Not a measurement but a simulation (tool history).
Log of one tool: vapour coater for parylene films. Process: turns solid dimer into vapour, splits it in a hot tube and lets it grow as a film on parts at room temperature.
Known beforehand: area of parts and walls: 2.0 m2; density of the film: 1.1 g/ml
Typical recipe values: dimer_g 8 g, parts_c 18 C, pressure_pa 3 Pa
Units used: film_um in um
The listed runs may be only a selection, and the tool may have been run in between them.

| run | hour | dimer_g | parts_c | pressure_pa | film_um |
|---|---|---|---|---|---|
| 1 | 0 | 8 | 18 | 3 | 2.56 |
| 2 | 15.8 | 8 | 20 | 3 | 2.35 |
| 3 | 22.8 | 8 | 20 | 3 | 2.34 |
| 4 | 37 | 8 | 20 | 3 | 2.32 |
| 5 | 48 | 8 | 16 | 3 | 2.67 |
| 6 | 64 | 3 | 18 | 3 | 0.95 |
| 7 | 78 | 3 | 18 | 3 | 0.9 |
| 8 | 87.3 | 3 | 18 | 3 | 0.93 |
| 9 | 98.1 | 3 | 18 | 3 | 0.94 |
| 10 | 109.4 | 3 | 18 | 3 | 0.92 |
| 11 | 117.2 | 3 | 16 | 6.16 | 0.9 |
| 12 | 128.5 | 8 | 19 | 4.81 | 2.28 |
| 13 | 137.9 | 8 | 19 | 4.81 | 2.27 |
| 14 | 145.4 | 8 | 18 | 7.39 | 2.25 |
| 15 | 157.9 | 11 | 26 | 9.31 | 2.27 |
| 16 | 165.5 | 8 | 26 | 3 | 1.82 |
| 17 | 172.8 | 8 | 26 | 5.2 | 1.72 |
| 18 | 185.7 | 7 | 17 | 2.5 | 2.28 |

For some of the steps in film_um from one run to the next: how much would appear even if the tool had no hidden state, given the settings, what came in and random variation, and how much remains for the hidden state plus any gauge scatter that the measured result and the result without hidden state don't share?
What the log doesn't record here: vapour lost through the trap's worn valve, %; true temperature of the parts over the reading, C; drift of the gauge itself on film_um, %.
Run 5 -> 6: dimer_g 8 -> 3, parts_c 16 -> 18. film_um -1.72 um: hidden state +0.14, all else -1.86.
